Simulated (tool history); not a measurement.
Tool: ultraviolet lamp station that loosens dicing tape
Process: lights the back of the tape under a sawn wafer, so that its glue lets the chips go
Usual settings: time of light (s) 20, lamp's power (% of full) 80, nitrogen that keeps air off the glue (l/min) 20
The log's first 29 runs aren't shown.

run	hour	time of light (s)	lamp's power (% of full)	nitrogen that keeps air off the glue (l/min)	hours of work of the lamp	hours of work since the window was cleaned	force that peels the tape off (N)	light that reached the tape (J/m2)
30	338.8	13	73	13	356	47	1.538	2210
31	346.3	16	89	8	359	50	1.104	3290
32	360.2	26	60	11	366	56	0.765	3530
33	367.2	17	89	20	369	60	0.537	3440
34	375.8	17	89	20	373	64	0.540	3450
35	384.2	21	93	20	377	68	0.347	4420
36	390.5	21	93	20	380	71	0.356	4430
37	405.8	21	93	20	387	78	0.354	4410
38	415.2	21	93	20	391	82	0.348	4390
39	426.3	14	93	28	396	87	0.591	2930
40	440.7	20	74	25	403	94	0.511	3330
41	451.3	16	69	8	408	99	1.633	2450
42	462.0	16	69	8	413	104	1.595	2490
43	471.2	16	69	8	417	108	1.564	2450

Forecast each of these 4 alternatives for the next run:
A	482.9	22	89	20	423	113	?	?
B	482.9	30	80	11	423	113	?	?
C	482.9	11	98	38	423	113	?	?
D	482.9	26	65	22	423	113	?	?

run	force that peels the tape off (N)	light that reached the tape (J/m2)
A	0.349	4370
B	0.391	5340
C	0.718	2370
D	0.463	3740
Without the tool's hidden state the same runs would have given:
run	force that peels the tape off (N)	light that reached the tape (J/m2)
A	0.296	4860
B	0.330	5950
C	0.593	2640
D	0.385	4160
